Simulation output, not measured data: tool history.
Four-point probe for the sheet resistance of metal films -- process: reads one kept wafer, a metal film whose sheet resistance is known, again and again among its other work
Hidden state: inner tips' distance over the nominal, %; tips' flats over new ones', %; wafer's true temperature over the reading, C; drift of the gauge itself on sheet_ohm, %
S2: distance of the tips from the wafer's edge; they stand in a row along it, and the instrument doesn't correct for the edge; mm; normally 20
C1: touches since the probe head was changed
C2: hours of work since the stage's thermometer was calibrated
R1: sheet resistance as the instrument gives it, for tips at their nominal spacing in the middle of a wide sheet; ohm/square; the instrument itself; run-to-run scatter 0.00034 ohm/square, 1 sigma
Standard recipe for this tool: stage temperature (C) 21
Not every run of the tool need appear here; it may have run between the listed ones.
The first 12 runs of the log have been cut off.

run 13 day=9.192 | stage_temperature_(C)=23 S2=20 | C1=93251 C2=609 | R1=1.712014
run 14 day=10.112 | stage_temperature_(C)=21 S2=3 | C1=94119 C2=619 | R1=1.805358
run 15 day=10.671 | stage_temperature_(C)=24 S2=3 | C1=94645 C2=626 | R1=1.806863
run 16 day=11.867 | stage_temperature_(C)=21 S2=40 | C1=95773 C2=639 | R1=1.709792
run 17 day=12.854 | stage_temperature_(C)=21 S2=40 | C1=96705 C2=650 | R1=1.709501
run 18 day=14.046 | stage_temperature_(C)=18 S2=18 | C1=97831 C2=664 | R1=1.710266
run 19 day=15.188 | stage_temperature_(C)=21 S2=54 | C1=98907 C2=677 | R1=1.709581
run 20 day=16.217 | stage_temperature_(C)=21 S2=5 | C1=99880 C2=689 | R1=1.745333
run 21 day=17.2 | stage_temperature_(C)=35 S2=6 | C1=100808 C2=700 | R1=1.742015
run 22 day=18.279 | stage_temperature_(C)=34 S2=13 | C1=101825 C2=712 | R1=1.720907
run 23 day=18.879 | stage_temperature_(C)=20 S2=5 | C1=102390 C2=719 | R1=1.743627
run 24 day=19.975 | stage_temperature_(C)=29 S2=20 | C1=103426 C2=731 | R1=1.714685
run 25 day=21.229 | stage_temperature_(C)=29 S2=20 | C1=104608 C2=745 | R1=1.714963

Run 26, settings as shown, results not yet in. Your forecast:
run 26 day=22.229 | stage_temperature_(C)=20 S2=4 | C1=105552 C2=757 | R1=?

{"run 26": {"R1": 1.763284}}
Take away the tool's hidden state, keep the run-to-run variation as it was, and the same run would have given R1 1.757151 ohm/square.
